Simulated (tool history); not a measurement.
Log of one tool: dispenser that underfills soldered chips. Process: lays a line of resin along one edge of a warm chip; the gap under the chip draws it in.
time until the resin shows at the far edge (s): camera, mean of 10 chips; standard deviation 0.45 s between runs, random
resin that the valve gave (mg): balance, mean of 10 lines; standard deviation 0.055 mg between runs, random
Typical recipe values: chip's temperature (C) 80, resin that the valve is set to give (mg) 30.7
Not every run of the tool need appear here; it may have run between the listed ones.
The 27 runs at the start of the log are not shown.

| run | hour | chip's temperature (C) | resin that the valve is set to give (mg) | time until the resin shows at the far edge (s) | resin that the valve gave (mg) |
|---|---|---|---|---|---|
|  | 167.5 | dispensing valve cleaned and set on the balance |
|  | 168.5 | new syringe of resin |
| 28 | 175.9 | 84 | 37.4 | 38.1 | 37.18 |
|  | 177.9 | new syringe of resin |
| 29 | 183.4 | 94 | 37.1 | 22.7 | 36.81 |
|  | 187.4 | new syringe of resin |
| 30 | 190.7 | 94 | 37.1 | 20.0 | 36.77 |
|  | 196.7 | new syringe of resin |
| 31 | 198.6 | 80 | 29.3 | 34.0 | 29.03 |
| 32 | 203.1 | 80 | 29.3 | 43.3 | 28.96 |
|  | 206.1 | new syringe of resin |
| 33 | 208.6 | 74 | 29.3 | 46.2 | 28.86 |
|  | 216.0 | new syringe of resin |
| 34 | 217.2 | 74 | 29.3 | 44.9 | 28.91 |
| 35 | 223.7 | 91 | 28.0 | 29.8 | 27.49 |
|  | 225.3 | new syringe of resin |
| 36 | 230.9 | 86 | 28.0 | 32.5 | 27.49 |

Branching from run 36: 3 alternative next runs. What would each branch give?
|  | 235.0 | new syringe of resin |
| A | 235.1 | 80 | 34.8 | ? | ? |
|  | 235.0 | new syringe of resin |
| B | 235.1 | 80 | 32.8 | ? | ? |
|  | 235.0 | new syringe of resin |
| C | 235.1 | 87 | 31.3 | ? | ? |

| run | time until the resin shows at the far edge (s) | resin that the valve gave (mg) |
|---|---|---|
| A | 30.3 | 34.13 |
| B | 31.1 | 32.25 |
| C | 23.7 | 30.67 |
Without the tool's hidden state the same runs would have given:
| run | time until the resin shows at the far edge (s) | resin that the valve gave (mg) |
|---|---|---|
| A | 32.2 | 34.80 |
| B | 33.0 | 32.89 |
| C | 25.1 | 31.27 |
